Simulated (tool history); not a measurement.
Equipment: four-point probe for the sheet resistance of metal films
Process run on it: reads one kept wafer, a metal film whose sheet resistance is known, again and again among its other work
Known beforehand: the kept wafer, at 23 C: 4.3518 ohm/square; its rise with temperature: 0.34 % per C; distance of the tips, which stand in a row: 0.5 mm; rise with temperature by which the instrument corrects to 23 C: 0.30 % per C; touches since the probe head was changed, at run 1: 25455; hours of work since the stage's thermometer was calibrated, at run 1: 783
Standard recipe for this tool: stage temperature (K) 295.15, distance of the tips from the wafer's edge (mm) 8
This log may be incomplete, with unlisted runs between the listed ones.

run	hour	stage temperature (K)	distance of the tips from the wafer's edge (mm)	touches since the probe head was changed	hours of work since the stage's thermometer was calibrated	sheet resistance as the instrument gives it (ohm/square)
1	0.0	295.15	8	25455	783	4.382010
2	49.8	295.15	8	27830	822	4.384329
3	82.1	295.15	4	29369	847	4.412302
4	139.2	295.15	4	32086	892	4.413702
5	177.8	295.15	4	33927	922	4.414394
6	214.8	295.15	8	35689	951	4.388559
7	251.7	305.15	8	37447	980	4.405738
8	299.3	305.15	8	39715	1017	4.407903
9	327.5	305.15	8	41060	1039	4.407850
10	384.6	305.15	63	43779	1084	4.399181
11	416.7	305.15	63	45307	1109	4.399491
12	452.9	305.15	63	47034	1137	4.401082
13	484.7	295.15	8	48549	1162	4.393735
14	522.6	303.15	8	50353	1192	4.407633
15	562.0	301.15	8	52229	1222	4.404981
16	608.9	301.15	8	54467	1259	4.406455
17	665.6	295.15	7	57165	1303	4.400050
18	715.6	295.15	7	59548	1342	4.400785
19	742.5	295.15	7	60830	1363	4.403032
20	773.1	295.15	7	62290	1387	4.402055
21	826.1	295.15	7	64815	1429	4.403206
22	872.1	292.15	8	67003	1464	4.395435
23	911.2	292.15	8	68868	1495	4.395839
24	965.3	292.15	8	71446	1537	4.397023
25	1002.0	301.15	26	73195	1566	4.407109
26	1040.7	299.15	5	75035	1596	4.426372
27	1067.7	291.15	44	76322	1617	4.389875
28	1119.9	302.15	9	78809	1658	4.416296
29	1158.8	298.15	6	80664	1688	4.419627
30	1200.5	298.15	35	82649	1721	4.404458
# hour 1205.9: stage's thermometer calibrated
31	1245.5	292.15	8	84769	31	4.405544
# hour 1294.5: stage's thermometer calibrated, once more
32	1302.7	297.15	4	87472	6	4.436864
33	1337.4	297.15	4	89126	34	4.437931
34	1391.5	296.15	5	91704	76	4.422904
35	1424.0	297.15	4	93250	101	4.439362
36	1475.3	297.15	38	95695	141	4.403100
37	1509.6	305.15	54	97329	168	4.416516
38	1543.4	294.15	31	98941	194	4.398313
39	1587.2	296.15	8	101026	229	4.412100
40	1637.8	303.15	8	103436	268	4.425249
41	1666.3	293.15	4	104794	290	4.435794
42	1711.0	293.15	8	106924	325	4.409975
43	1759.9	295.15	8	109256	364	4.415184
44	1784.4	304.15	38	110421	383	4.421310
45	1823.3	304.15	38	112278	413	4.421937
46	1861.6	291.15	15	114100	443	4.401820

3 ways to go on from here, each from the tool as it stands after run 46. What would each give?
A	1892.9	292.15	14	115592	467	?
B	1892.9	301.15	8	115592	467	?
C	1892.9	304.15	8	115592	467	?

run	sheet resistance as the instrument gives it (ohm/square)
A	4.405663
B	4.426760
C	4.432146
Had the tool no hidden state, the same runs would have come out as:
run	sheet resistance as the instrument gives it (ohm/square)
A	4.348137
B	4.369025
C	4.374361
